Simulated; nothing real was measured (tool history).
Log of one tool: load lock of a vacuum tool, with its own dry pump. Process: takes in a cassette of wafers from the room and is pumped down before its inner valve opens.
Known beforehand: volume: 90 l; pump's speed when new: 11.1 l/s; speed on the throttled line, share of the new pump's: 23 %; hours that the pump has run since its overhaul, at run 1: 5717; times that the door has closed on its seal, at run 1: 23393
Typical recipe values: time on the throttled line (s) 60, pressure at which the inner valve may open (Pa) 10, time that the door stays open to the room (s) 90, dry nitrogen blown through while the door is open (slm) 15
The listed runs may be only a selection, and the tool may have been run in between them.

run	hour	time on the throttled line (s)	pressure at which the inner valve may open (Pa)	time that the door stays open to the room (s)	dry nitrogen blown through while the door is open (slm)	hours that the pump has run since its overhaul	times that the door has closed on its seal	incoming humidity of the room's air, %	time from the closed door until the inner valve may open (s)	rise of the pressure with all valves shut (Pa/min)
1	0.0	60	10	90	15	5717	23393	44.8	122.1	0.023
2	212.3	60	10	90	15	5930	24039	44.5	121.1	0.016
3	425.4	60	18	90	15	6143	24687	44.6	117.3	0.017
4	666.1	60	18	90	15	6383	25419	43.9	116.4	0.019
5	1009.6	60	18	90	15	6727	26464	44.0	116.4	0.020
6	1177.9	60	18	90	15	6895	26976	44.7	117.0	0.019
7	1453.4	60	18	90	5	7171	27814	47.1	116.4	0.023
8	1799.2	59	10	90	15	7516	28866	47.1	121.0	0.019
9	2166.0	59	10	90	15	7883	29981	44.0	120.1	0.019
10	2574.4	59	10	90	15	8292	31224	42.2	120.2	0.017
11	2961.3	59	10	90	15	8679	32400	46.8	120.4	0.023
12	3133.5	59	10	90	15	8851	32924	41.8	120.1	0.021
13	3401.3	60	10	90	15	9119	33739	44.9	121.7	0.021
14	3666.5	60	10	90	15	9384	34546	43.1	120.9	0.019
15	3839.6	60	10	90	15	9557	35072	41.4	121.6	0.019
16	4016.8	66	19	68	15	9734	35611	44.7	121.1	0.014
17	4265.1	101	10	75	41	9982	36366	45.2	152.9	0.009
18	4445.2	60	9	90	15	10163	36914	45.1	122.3	0.020
# hour 4484.5: dry pump taken out, an overhauled one fitted
19	4826.5	74	10	90	26	342	38055	46.4	131.6	0.013
20	5031.1	60	10	37	15	547	38678	46.8	122.6	0.013
21	5433.4	60	10	210	30	949	39902	46.9	121.5	0.027
22	5644.3	60	10	210	30	1160	40543	46.9	122.1	0.021
23	5871.5	60	10	210	30	1387	41234	45.5	121.4	0.024
24	6166.7	38	10	38	10	1682	42132	46.2	104.1	0.016
25	6491.5	60	12	200	15	2007	43120	47.0	120.4	0.034
26	6886.3	60	12	200	15	2402	44321	44.7	120.3	0.029
27	7163.4	60	12	200	15	2679	45164	43.6	120.5	0.030

3 options for the next run, each taken on its own from the tool as it stands now. Forecast them:
A	7478.6	60	10	90	5	2994	46122	43.7	?	?
B	7478.6	60	10	72	7	2994	46122	44.2	?	?
C	7478.6	31	11	90	21	2994	46122	46.9	?	?

run	time from the closed door until the inner valve may open (s)	rise of the pressure with all valves shut (Pa/min)
A	122.0	0.032
B	121.6	0.022
C	99.0	0.021
The same runs, with their run-to-run variation unchanged, on a tool lacking any hidden condition would have given:
run	time from the closed door until the inner valve may open (s)	rise of the pressure with all valves shut (Pa/min)
A	122.0	0.031
B	121.6	0.021
C	99.0	0.021
